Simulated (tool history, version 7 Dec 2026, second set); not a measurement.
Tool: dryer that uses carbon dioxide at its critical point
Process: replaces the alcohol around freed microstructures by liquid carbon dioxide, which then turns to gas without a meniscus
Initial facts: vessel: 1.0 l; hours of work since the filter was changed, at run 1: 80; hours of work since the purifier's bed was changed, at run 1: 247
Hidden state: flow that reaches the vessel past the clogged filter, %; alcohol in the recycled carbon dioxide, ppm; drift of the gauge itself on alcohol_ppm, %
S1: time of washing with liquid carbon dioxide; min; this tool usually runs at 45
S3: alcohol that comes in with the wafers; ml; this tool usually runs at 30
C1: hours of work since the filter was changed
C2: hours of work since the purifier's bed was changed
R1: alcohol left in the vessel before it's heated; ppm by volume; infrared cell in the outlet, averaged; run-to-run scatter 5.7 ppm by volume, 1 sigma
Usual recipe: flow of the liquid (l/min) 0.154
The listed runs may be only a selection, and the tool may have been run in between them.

Run 1, day 0: usual settings; C1 80; C2 247. Result: R1 222 ppm by volume.
Run 2, day 2.15: usual settings but S1 66 min; C1 110; C2 277. Result: R1 31 ppm by volume.
Run 3, day 3.467: usual settings but S1 66 min; C1 129; C2 296. Result: R1 43 ppm by volume.
Run 4, day 5.721: usual settings but S1 66 min; C1 160; C2 327. Result: R1 51 ppm by volume.
Run 5, day 8.617: usual settings; C1 201; C2 368. Result: R1 251 ppm by volume.
Run 6, day 11.329: usual settings; C1 239; C2 405. Result: R1 255 ppm by volume.
At day 13.271: inlet filter changed.
Run 7, day 13.979: usual settings; C1 10; C2 442. Result: R1 212 ppm by volume.
Run 8, day 15.267: usual settings but flow of the liquid (l/min) 0.208; C1 28; C2 460. Result: R1 66 ppm by volume.
Run 9, day 16.525: usual settings but flow of the liquid (l/min) 0.208; C1 45; C2 477. Result: R1 59 ppm by volume.
Run 10, day 17.821: usual settings but flow of the liquid (l/min) 0.13; C1 63; C2 495. Result: R1 472 ppm by volume.
Run 11, day 19.533: usual settings but flow of the liquid (l/min) 0.13; C1 87; C2 519. Result: R1 466 ppm by volume.
Run 12, day 21.538: usual settings but flow of the liquid (l/min) 0.13; C1 115; C2 547. Result: R1 490 ppm by volume.
Run 13, day 23.712: usual settings but flow of the liquid (l/min) 0.13; C1 146; C2 578. Result: R1 524 ppm by volume.
Run 14, day 25.921: usual settings but flow of the liquid (l/min) 0.13; C1 177; C2 609. Result: R1 516 ppm by volume.
Run 15, day 27.8: usual settings but flow of the liquid (l/min) 0.144; C1 203; C2 635. Result: R1 343 ppm by volume.
Run 16, day 29.071: usual settings but flow of the liquid (l/min) 0.144; C1 221; C2 653. Result: R1 359 ppm by volume.
Run 17, day 30.512: usual settings but flow of the liquid (l/min) 0.144; C1 241; C2 673. Result: R1 368 ppm by volume.
At day 32.279: inlet filter changed.
Run 18, day 32.358: usual settings but flow of the liquid (l/min) 0.144; C1 1; C2 698. Result: R1 301 ppm by volume.
Run 19, day 35.046: usual settings but S1 36 min, flow of the liquid (l/min) 0.144; C1 39; C2 735. Result: R1 745 ppm by volume.
Run 20, day 37.304: usual settings but S1 55 min, flow of the liquid (l/min) 0.144; C1 70; C2 767. Result: R1 137 ppm by volume.
Run 21, day 38.971: usual settings but S1 55 min, flow of the liquid (l/min) 0.144; C1 93; C2 790. Result: R1 149 ppm by volume.
Run 22, day 41.854: usual settings but S1 55 min, flow of the liquid (l/min) 0.144; C1 134; C2 830. Result: R1 141 ppm by volume.
Run 23, day 43.246: usual settings; C1 153; C2 850. Result: R1 264 ppm by volume.
Run 24, day 44.454: usual settings but flow of the liquid (l/min) 0.229; C1 170; C2 867. Result: R1 71 ppm by volume.
Run 25, day 46.512: usual settings but flow of the liquid (l/min) 0.229; C1 199; C2 896. Result: R1 63 ppm by volume.
Run 26, day 48.325: usual settings but flow of the liquid (l/min) 0.218, S3 60 ml; C1 224; C2 921. Result: R1 114 ppm by volume.
At day 48.933: purifier's bed changed.
Run 27, day 50.796: usual settings but flow of the liquid (l/min) 0.178, S3 60 ml; C1 257; C2 26. Result: R1 233 ppm by volume.
At day 51.492: inlet filter changed.
Run 28, day 52.7: usual settings but S1 52 min, S3 83 ml; C1 17; C2 52. Result: R1 235 ppm by volume.
Run 29, day 54.65: usual settings but S1 52 min, S3 83 ml; C1 44; C2 79. Result: R1 251 ppm by volume.
Run 30, day 56.621: usual settings but S1 52 min, S3 83 ml; C1 72; C2 107. Result: R1 242 ppm by volume.
Run 31, day 59.371: usual settings but S1 52 min, flow of the liquid (l/min) 0.215, S3 83 ml; C1 110; C2 145. Result: R1 34 ppm by volume.
Run 32, day 61.342: usual settings but S1 28 min, flow of the liquid (l/min) 0.109; C1 138; C2 173. Result: R1 3349 ppm by volume.
Run 33, day 63.088: usual settings but S1 50 min, S3 95 ml; C1 162; C2 197. Result: R1 409 ppm by volume.
Run 34, day 65.846: usual settings but S1 50 min, flow of the liquid (l/min) 0.138, S3 20 ml; C1 200; C2 236. Result: R1 171 ppm by volume.
Run 35, day 68.3: usual settings but S1 35 min, flow of the liquid (l/min) 0.129, S3 63 ml; C1 235; C2 270. Result: R1 2672 ppm by volume.
Run 36, day 69.512: usual settings but S1 35 min, flow of the liquid (l/min) 0.129, S3 63 ml; C1 252; C2 287. Result: R1 2766 ppm by volume.
At day 70.662: inlet filter changed.
Run 37, day 71.704: usual settings but S1 35 min, flow of the liquid (l/min) 0.129, S3 63 ml; C1 15; C2 317. Result: R1 2234 ppm by volume.
Run 38, day 73.646: usual settings but S1 35 min, flow of the liquid (l/min) 0.13; C1 42; C2 344. Result: R1 1087 ppm by volume.
Run 39, day 74.854: usual settings but S1 31 min, flow of the liquid (l/min) 0.214, S3 26 ml; C1 59; C2 361. Result: R1 230 ppm by volume.
Run 40, day 77.233: usual settings but S1 51 min, flow of the liquid (l/min) 0.127, S3 113 ml; C1 92; C2 394. Result: R1 1069 ppm by volume.
Run 41, day 79.379: usual settings but S1 51 min, flow of the liquid (l/min) 0.1, S3 39 ml; C1 122; C2 424. Result: R1 1045 ppm by volume.
Run 42, day 82.2: usual settings but S1 46 min, flow of the liquid (l/min) 0.116; C1 161; C2 463. Result: R1 696 ppm by volume.
Run 43, day 84.688: usual settings but S1 52 min, flow of the liquid (l/min) 0.116; C1 196; C2 498. Result: R1 448 ppm by volume.
Run 44, day 86.779: usual settings but S1 60 min, flow of the liquid (l/min) 0.208, S3 60 ml; C1 225; C2 527. Result: R1 37 ppm by volume.
Run 45, day 88.012: usual settings but flow of the liquid (l/min) 0.197, S3 63 ml; C1 242; C2 545. Result: R1 160 ppm by volume.
Run 46, day 89.396: usual settings but flow of the liquid (l/min) 0.1, S3 101 ml; C1 262; C2 564. Result: R1 4325 ppm by volume.
At day 89.75: inlet filter changed.
Run 47, day 91.292: usual settings but S1 33 min; C1 22; C2 590. Result: R1 759 ppm by volume.
Run 48, day 93.633: usual settings but flow of the liquid (l/min) 0.166, S3 25 ml; C1 54; C2 622. Result: R1 141 ppm by volume.

3 ways to go on from here, each from the tool as it stands after run 48. What would each give?
Run A, day 95.479: usual settings but S3 114 ml; C1 80; C2 648. Result: R1 ?.
Run B, day 95.479: usual settings but flow of the liquid (l/min) 0.187, S3 25 ml; C1 80; C2 648. Result: R1 ?.
Run C, day 95.479: usual settings but S1 40 min, flow of the liquid (l/min) 0.093; C1 80; C2 648. Result: R1 ?.

run    R1
  A   778
  B    81
  C  2063
Take away the tool's hidden state, keep each run's random variation, and the runs would have read:
run    R1
  A   683
  B    45
  C  1937

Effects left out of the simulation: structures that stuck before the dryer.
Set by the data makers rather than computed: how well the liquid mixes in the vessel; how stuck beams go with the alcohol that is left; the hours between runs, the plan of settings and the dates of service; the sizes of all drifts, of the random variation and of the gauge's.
